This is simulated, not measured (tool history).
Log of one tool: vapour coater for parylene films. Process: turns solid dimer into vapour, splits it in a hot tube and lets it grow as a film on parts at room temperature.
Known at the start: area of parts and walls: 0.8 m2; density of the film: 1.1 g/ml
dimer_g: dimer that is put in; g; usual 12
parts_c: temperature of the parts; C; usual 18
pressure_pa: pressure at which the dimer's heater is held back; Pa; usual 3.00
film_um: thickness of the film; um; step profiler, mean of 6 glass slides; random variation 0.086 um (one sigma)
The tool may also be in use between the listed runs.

run,hour,dimer_g,parts_c,pressure_pa,film_um
1,0.0,12,18,3.00,9.72
2,25.0,12,18,3.00,9.66
3,44.0,12,18,3.00,9.62
4,87.8,12,18,2.77,9.71
5,119.0,12,18,3.00,9.38
6,144.5,12,18,3.00,9.46
7,189.3,12,18,3.00,9.42
8,218.9,12,18,3.00,9.45
9,264.5,12,18,3.00,9.31
10,301.8,12,18,3.00,9.20
11,332.3,12,18,3.00,9.29
# hour 346.8: trap's valve overhauled
12,374.7,12,18,3.00,10.27
13,410.8,12,18,3.00,10.07
14,439.4,12,18,4.17,9.41
15,483.2,12,18,4.17,9.17
16,515.9,12,18,4.17,9.16
17,557.1,12,18,4.17,9.07
18,585.8,16,18,3.00,13.15
19,620.5,19,18,3.00,15.72
20,641.1,19,18,3.00,15.90
21,666.6,13,11,6.72,12.03
22,690.7,7,11,10.54,5.74
23,711.1,7,14,6.97,5.55
24,747.6,12,24,8.30,5.83
25,768.9,12,24,8.30,5.88
26,802.5,12,12,2.60,12.63
27,840.8,5,30,2.15,2.50
28,878.1,5,30,2.15,2.55
29,903.6,10,18,5.74,6.84
30,933.7,20,13,6.94,16.42
31,961.7,6,15,2.51,5.73

3 ways to go on from here, each from the tool as it stands after run 31. What would each give?
A,995.2,9,15,2.51,?
B,995.2,7,21,2.51,?
C,995.2,20,14,3.00,?

run,film_um
A,8.51
B,4.98
C,18.73
Without the tool's hidden state the same runs would have given:
run,film_um
A,9.42
B,5.51
C,20.74
